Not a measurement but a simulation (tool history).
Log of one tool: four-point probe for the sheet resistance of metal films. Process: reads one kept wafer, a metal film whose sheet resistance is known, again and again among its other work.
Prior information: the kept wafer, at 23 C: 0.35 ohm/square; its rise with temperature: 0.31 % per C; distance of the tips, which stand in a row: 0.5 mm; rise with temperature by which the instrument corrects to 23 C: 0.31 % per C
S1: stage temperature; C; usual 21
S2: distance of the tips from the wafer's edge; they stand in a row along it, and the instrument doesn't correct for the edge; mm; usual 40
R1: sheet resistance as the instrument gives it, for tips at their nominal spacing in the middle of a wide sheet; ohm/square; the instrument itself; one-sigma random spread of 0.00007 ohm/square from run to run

{"run": 1, "day": 0.0, "S1": 21, "S2": 40, "R1": 0.349997}
{"run": 2, "day": 1.208, "S1": 21, "S2": 40, "R1": 0.350032}
{"run": 3, "day": 3.412, "S1": 21, "S2": 40, "R1": 0.350017}
{"run": 4, "day": 5.838, "S1": 21, "S2": 40, "R1": 0.349919}
{"run": 5, "day": 7.7, "S1": 21, "S2": 40, "R1": 0.349986}
{"run": 6, "day": 9.242, "S1": 21, "S2": 40, "R1": 0.349986}
{"run": 7, "day": 11.758, "S1": 21, "S2": 40, "R1": 0.350046}
{"run": 8, "day": 14.108, "S1": 21, "S2": 40, "R1": 0.349939}
{"run": 9, "day": 17.075, "S1": 24, "S2": 40, "R1": 0.350073}
{"run": 10, "day": 18.558, "S1": 24, "S2": 40, "R1": 0.350053}
{"run": 11, "day": 20.538, "S1": 21, "S2": 20, "R1": 0.350122}
{"run": 12, "day": 21.862, "S1": 18, "S2": 4, "R1": 0.35286}
{"run": 13, "day": 24.725, "S1": 32, "S2": 27, "R1": 0.350073}
{"run": 14, "day": 27.308, "S1": 28, "S2": 11, "R1": 0.350497}
{"run": 15, "day": 30.154, "S1": 28, "S2": 35, "R1": 0.350104}
{"run": 16, "day": 32.433, "S1": 31, "S2": 64, "R1": 0.350109}
{"run": 17, "day": 34.667, "S1": 31, "S2": 64, "R1": 0.350046}
{"run": 18, "day": 37.462, "S1": 32, "S2": 25, "R1": 0.35007}

Each row is a separate what-if for the run after 18, all from the same tool condition, not one after another. Results?
{"run": "A", "day": 39.583, "S1": 25, "S2": 40, "R1": "?"}
{"run": "B", "day": 39.583, "S1": 22, "S2": 4, "R1": "?"}
{"run": "C", "day": 39.583, "S1": 23, "S2": 9, "R1": "?"}
{"run": "D", "day": 39.583, "S1": 34, "S2": 32, "R1": "?"}

run=A R1=0.350059
run=B R1=0.352842
run=C R1=0.350583
run=D R1=0.350042
Take away the tool's hidden state, keep each run's random variation, and the runs would have read:
run=A R1=0.350017
run=B R1=0.352799
run=C R1=0.350541
run=D R1=0.350000
